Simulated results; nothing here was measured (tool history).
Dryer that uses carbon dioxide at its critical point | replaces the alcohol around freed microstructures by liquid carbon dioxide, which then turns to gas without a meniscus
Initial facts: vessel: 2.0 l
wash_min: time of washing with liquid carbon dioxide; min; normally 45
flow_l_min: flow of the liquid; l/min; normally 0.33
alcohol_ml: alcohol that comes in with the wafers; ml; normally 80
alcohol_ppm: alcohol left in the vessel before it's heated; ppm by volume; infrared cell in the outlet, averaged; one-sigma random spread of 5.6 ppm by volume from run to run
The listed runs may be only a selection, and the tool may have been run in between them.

run	hour	wash_min	flow_l_min	alcohol_ml	alcohol_ppm
1	0	45	0.33	80	267
2	10.5	45	0.33	80	279
3	23.1	45	0.33	80	270
4	40.7	45	0.264	80	684
5	49.4	45	0.264	80	673
6	62.5	45	0.33	28	142
7	80.4	45	0.329	28	161
8	99.4	45	0.329	28	161
9	109.2	45	0.329	28	158
10	117.8	45	0.329	28	157
11	133.9	45	0.329	28	169
12	154.7	45	0.56	49	101
13	168.8	45	0.56	49	101
14	179.6	53	0.299	25	147
15	189.9	53	0.299	25	151
16	202.7	52	0.241	63	502
17	221.6	66	0.387	47	107
18	238.2	67	0.326	73	125
19	259.3	67	0.326	73	125
20	272.6	67	0.326	73	118
21	288.8	46	0.21	27	606
22	303	45	0.205	80	1891

Branching from run 22: 5 alternative next runs. What would each branch give?
A	314.4	28	0.304	116	?
B	314.4	45	0.205	35	?
C	314.4	56	0.43	80	?
D	314.4	40	0.372	83	?
E	314.4	34	0.28	80	?

run	alcohol_ppm
A	2982
B	899
C	126
D	315
E	1573
Without the tool's unlogged condition, the same runs would have read:
run	alcohol_ppm
A	2494
B	679
C	14
D	162
E	1250
